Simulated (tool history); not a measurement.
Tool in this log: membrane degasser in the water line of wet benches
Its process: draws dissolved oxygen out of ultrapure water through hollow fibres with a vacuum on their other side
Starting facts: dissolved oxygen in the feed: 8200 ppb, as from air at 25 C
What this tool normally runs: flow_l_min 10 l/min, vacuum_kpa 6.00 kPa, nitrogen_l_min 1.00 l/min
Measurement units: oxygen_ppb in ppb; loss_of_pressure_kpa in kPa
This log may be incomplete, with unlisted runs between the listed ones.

run    hour  flow_l_min  vacuum_kpa  nitrogen_l_min  oxygen_ppb  loss_of_pressure_kpa
  1     0.0          10        6.00            1.00        88.9                 57.12
  2   238.8          10        8.96            1.00       160.9                 56.69
  3   571.5          10        8.96            1.00       155.9                 56.42
  4   741.3          10        6.00            1.00        91.8                 57.05
  5  1042.9          10        6.00            1.00        91.8                 56.60
  6  1336.6          10        6.00            1.00        90.1                 56.65
  7  1661.6          10        6.00            2.81        48.4                 56.88
  8  1818.4          10        9.40            2.81        77.1                 56.52
  9  2110.1          10        9.40            2.81        78.8                 56.55
 10  2363.9          10        9.40            2.81        79.3                 56.08
 11  2703.2          10        9.40            2.81        78.9                 56.10
 12  3021.7          10        6.00            1.00        91.4                 56.42
 13  3229.3          10        6.00            1.00        88.5                 56.38
 14  3509.1          10        6.00            1.00        89.8                 56.50
 15  3780.1          10        6.00            1.00        91.3                 56.43
 16  4030.9          10        6.00            1.00        92.0                 55.92
 17  4368.6          10        6.00            1.00        90.0                 55.85
 18  4521.3          12        8.28            0.81       209.1                 67.15
 19  4887.6          12        8.28            0.81       209.5                 66.75
 20  5111.8           6        4.37            2.89        11.7                 33.38
 21  5384.5           6        4.37            2.89        11.8                 33.57
 22  5642.4          10        6.00            0.59       131.5                 55.92
 23  5884.0          10        6.00            0.59       132.9                 55.76
     6118.7  -- vacuum gauge calibrated
 24  6227.1          13        3.73            1.05        61.6                 72.53
 25  6384.3          14        3.73            1.05        72.8                 78.33
 26  6701.4          10        5.10            1.67        51.4                 55.81
 27  6922.0          12        6.00            1.00       118.6                 67.01
 28  7203.5          10        4.55            0.49        86.3                 55.29
 29  7575.5           9        6.00            1.00        78.4                 50.13
 30  7878.7           9        6.00            1.00        78.8                 50.06
 31  8238.0          14        4.41            2.96        69.1                 77.91

5 options for the next run, each taken on its own from the tool as it stands now. Forecast them:
  A  8457.9          14        8.56            0.56           ?                     ?
  B  8457.9           6        4.88            1.50           ?                     ?
  C  8457.9          14        4.70            2.96           ?                     ?
  D  8457.9          16        3.90            1.00           ?                     ?
  E  8457.9           8        5.65            1.29           ?                     ?

run  oxygen_ppb  loss_of_pressure_kpa
  A       337.2                 77.72
  B        22.3                 33.40
  C        72.9                 77.61
  D        98.2                 89.37
  E        49.8                 44.47
The same runs, with their run-to-run variation unchanged, on a tool lacking any hidden condition would have given:
run  oxygen_ppb  loss_of_pressure_kpa
  A       336.7                 79.09
  B        22.2                 33.99
  C        72.4                 78.98
  D        97.6                 90.93
  E        49.7                 45.26

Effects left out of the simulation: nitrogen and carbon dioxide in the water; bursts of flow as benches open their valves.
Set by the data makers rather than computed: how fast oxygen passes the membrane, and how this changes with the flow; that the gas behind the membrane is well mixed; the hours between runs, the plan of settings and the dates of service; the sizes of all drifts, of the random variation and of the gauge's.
